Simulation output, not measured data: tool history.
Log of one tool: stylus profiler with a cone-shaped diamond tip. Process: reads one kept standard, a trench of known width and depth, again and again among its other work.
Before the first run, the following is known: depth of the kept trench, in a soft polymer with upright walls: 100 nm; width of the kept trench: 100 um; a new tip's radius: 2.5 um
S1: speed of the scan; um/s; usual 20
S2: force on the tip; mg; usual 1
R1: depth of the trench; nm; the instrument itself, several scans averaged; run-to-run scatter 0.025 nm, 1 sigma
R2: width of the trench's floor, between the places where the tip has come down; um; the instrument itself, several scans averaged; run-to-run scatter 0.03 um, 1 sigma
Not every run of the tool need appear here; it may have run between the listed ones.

run    hour  S1    S2      R1     R2
  1       0  20     1  100.74  98.24
  2    17.1  20     1  100.73  98.21
  3    52.3  20     1  100.72   98.2
  4      76  20     1  100.65  98.26
  5   113.1  20     1   100.7  98.22
  6     139  20     1  100.66  98.19
  7   166.6  20     1  100.72  98.21
  8   183.9  20     1   100.7  98.19
  9   213.5  20     1  100.71  98.25
 10   246.3  20     1  100.65  98.15
 11   270.7  20     1  100.69  98.16
      274.5  -- height scale calibrated on a step standard
 12   298.8  21     1  100.67  98.16
 13   331.2  21     1  100.61  98.15
      350.2  -- height scale calibrated on a step standard, once more
 14   354.6  21     1  100.79  98.13
 15   391.3   7     1  100.82  98.26
 16   430.1   7     1  100.79  98.28
 17     461   7     1  100.75  98.26
 18   478.6   7     1  100.81  98.26
 19   516.1   7     1   100.8  98.25
 20   555.6   7     1  100.81  98.25
 21   590.4  20  0.63  100.58  98.04
 22   628.9  20  0.63  100.56  98.08
 23   646.6   7  0.66   100.6   98.2
 24   671.1   7  0.66  100.61  98.16
 25   706.2  42  0.65  100.62   97.8
 26   743.8  34   0.7  100.64  97.91
 27   774.4  34   0.7  100.64  97.91
 28   806.2  73  1.02  100.82  97.64
 29   843.6  73  1.55  101.02  97.68
 30   867.1   7  2.22  101.37  98.23
 31   886.6  16  0.88  100.68  98.12
 32   920.9  16  0.88  100.71  98.08
 33     956  44  0.88  100.67  97.84
 34   976.4  44  0.88  100.72  97.84
 35  1002.1  44  0.88  100.72  97.82
 36  1021.5  44  0.88   100.7  97.84
 37  1058.6  44  0.88  100.74   97.8
 38    1088  34  2.95  101.63  98.01
 39  1111.5  56  1.01  100.75  97.69
 40  1149.6  30  0.73  100.56  97.89
 41  1189.2  48  0.37  100.37  97.46
 42  1228.5  48  0.37  100.34  97.49
 43  1244.9  18  2.02  101.24  98.12

Pick out some run-to-run changes in R1. Of each, how much would a tool without hidden state show as well, from the settings, what came in and chance, and how much is left for the hidden state and any gauge scatter not in both results compared?
The tool's hidden condition here consists of: radius of the tip, um; height scale over the true one, %; drift of the gauge itself on depth_nm, %; drift of the gauge itself on floor_um, %.
Run 1 -> 2: settings left as they were, no log entry in between. R1 -0.01 nm: hidden state +0.01, all else -0.02.
Run 11 -> 12: S1 20 -> 21, height scale calibrated on a step standard. R1 -0.02 nm: hidden state -0.07, all else +0.05.
Run 13 -> 14: height scale calibrated on a step standard, once more. R1 +0.18 nm: hidden state +0.21, all else -0.03.
Run 37 -> 38: S1 44 -> 34, S2 0.88 -> 2.95. R1 +0.89 nm: hidden state -0.01, all else +0.9.
Run 38 -> 39: S1 34 -> 56, S2 2.95 -> 1.01. R1 -0.88 nm: hidden state +0, all else -0.88.
Run 42 -> 43: S1 48 -> 18, S2 0.37 -> 2.02. R1 +0.9 nm: hidden state +0, all else +0.9.
